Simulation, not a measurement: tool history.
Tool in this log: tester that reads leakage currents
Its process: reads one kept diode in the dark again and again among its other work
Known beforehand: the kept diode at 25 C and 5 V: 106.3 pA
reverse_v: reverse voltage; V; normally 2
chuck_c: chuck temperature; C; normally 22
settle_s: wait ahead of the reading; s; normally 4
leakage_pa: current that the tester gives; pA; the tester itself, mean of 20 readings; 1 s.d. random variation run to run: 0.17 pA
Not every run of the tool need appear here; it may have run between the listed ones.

run	hour	reverse_v	chuck_c	settle_s	leakage_pa
1	0	2	22	4	59.63
2	27.8	2	22	4	59.74
3	76	2	22	4	60.08
4	128.5	2	22	4	60.02
5	162.1	2	22	4	60.21
6	200.9	2	22	4	60.32
7	236.7	2	22	4	60.53
8	296.5	2	22	4	60.38
9	331.9	1.63	22	4	55.11
# hour 360.1: probe card cleaned and baked
10	396.1	1.63	22	4	52.66
11	457.8	19.33	22	4	160.78
12	512	4.86	22	4	86.43
13	546.4	2	22	4	58.02
14	582.5	2	22	4	57.93
15	615.4	2	22	4	58.01
# hour 622.4: chuck's temperature calibrated
16	667.5	2	22	4	59.76
17	721.5	2	22	4	60.4
18	781.8	2	22	4	60.11
# hour 808.5: chuck's temperature calibrated, once more
19	842.8	2	22	4	55.91
20	873.1	2	22	4	56.38
21	915.5	2	22	4	56.02
22	943.2	2	22	4	56.43
23	993.9	2	25	1.18	72.52
24	1022.2	5.55	25	1.18	116.1
25	1087.3	6.71	35	1.03	279.99
26	1141.1	6.71	42	3.78	472.55
27	1179.2	2.17	42	3.78	285.49
28	1237	12.01	21	7.95	118.78
29	1267.4	12.01	21	7.95	120.06
30	1321.6	12.01	21	7.95	120.33
31	1374.3	11.94	28	3.27	210.89
32	1417	11.94	28	3.27	212.49
33	1482.3	2	45	4	347.87
34	1519.5	2	45	4	347
35	1559.6	2	45	4	345.79
36	1601	2.12	26	0.96	82.92
37	1644.5	2.12	26	0.96	82.8
38	1699.2	2.12	26	0.96	82.75
39	1731.2	2	22	2.32	58.17

Forecast each of these 4 alternatives for the next run:
A	1765.7	2	48	1.01	?
B	1765.7	2	47	4	?
C	1765.7	11.66	21	0.48	?
D	1765.7	4	58	2.32	?

run	leakage_pa
A	434.19
B	405.14
C	128.07
D	1183.7
Without the tool's unlogged condition, the same runs would have read:
run	leakage_pa
A	421.48
B	393.13
C	117.39
D	1151.44
